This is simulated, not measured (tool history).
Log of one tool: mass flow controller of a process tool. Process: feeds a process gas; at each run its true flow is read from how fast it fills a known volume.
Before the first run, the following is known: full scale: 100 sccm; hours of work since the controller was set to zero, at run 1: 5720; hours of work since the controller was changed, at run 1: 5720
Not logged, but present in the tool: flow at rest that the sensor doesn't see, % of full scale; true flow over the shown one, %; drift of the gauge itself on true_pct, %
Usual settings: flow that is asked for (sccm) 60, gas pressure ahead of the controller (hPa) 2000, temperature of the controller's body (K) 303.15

run,day,flow that is asked for (sccm),gas pressure ahead of the controller (hPa),temperature of the controller's body (K),hours of work since the controller was set to zero,hours of work since the controller was changed,true flow (%)
1,0,60,2000,303.15,5720,5720,98.93
2,18.271,60,2000,303.15,6060,6060,98.99
3,28.612,60,2000,303.15,6253,6253,99.2
4,45.867,60,2000,307.15,6574,6574,98.92
5,55.692,60,2000,303.15,6757,6757,99.13
6,65.388,60,2000,303.15,6938,6938,99.22
7,76.204,60,2000,303.15,7140,7140,99.33
# day 88.579: controller's zero set anew
8,94.1,29,2000,303.15,103,7473,98.8
9,110.379,57,2000,303.15,406,7776,99.48
10,123.5,57,2000,293.15,651,8020,100.27
11,138.108,60,2000,303.15,923,8292,99.59
12,154.404,60,2000,303.15,1226,8596,99.66
13,169.775,60,2000,303.15,1513,8882,99.93
14,185.738,60,2000,303.15,1810,9180,99.96
15,200.067,75,2600,303.15,2077,9447,100.71
16,212.817,10,1790,297.15,2315,9684,99.43
17,224.421,10,1790,297.15,2531,9901,99.67
18,233.904,25,2000,310.15,2707,10077,99.04
19,244.188,25,2000,310.15,2899,10269,99.16
20,254.8,25,2000,310.15,3097,10467,99.14
21,269.371,60,1630,300.15,3368,10738,100.57
22,287.433,60,2640,312.15,3705,11075,100.25
23,299.05,22,2650,312.15,3921,11291,99.48
24,312.975,51,2770,304.15,4181,11550,100.8
# day 319.817: gauge calibrated
25,322.625,54,2560,303.15,4360,11730,99.04
# day 324.496: controller exchanged for a calibrated one
26,341.746,58,2680,303.15,321,321,99.1
27,350.867,58,2680,303.15,491,491,99.38

Consider 5 possible next runs. They are alternatives, not a sequence: every one starts from the tool as it was left by run 27. What does each give?
A,359.662,60,2000,302.15,655,655,?
B,359.662,11,1540,307.15,655,655,?
C,359.662,60,2220,303.15,655,655,?
D,359.662,71,2680,303.15,655,655,?
E,359.662,18,2080,300.15,655,655,?

run,true flow (%)
A,99.22
B,97.54
C,99.14
D,99.59
E,98.59
Take away the tool's hidden state, keep each run's random variation, and the runs would have read:
run,true flow (%)
A,98.98
B,97.3
C,98.9
D,99.35
E,98.35
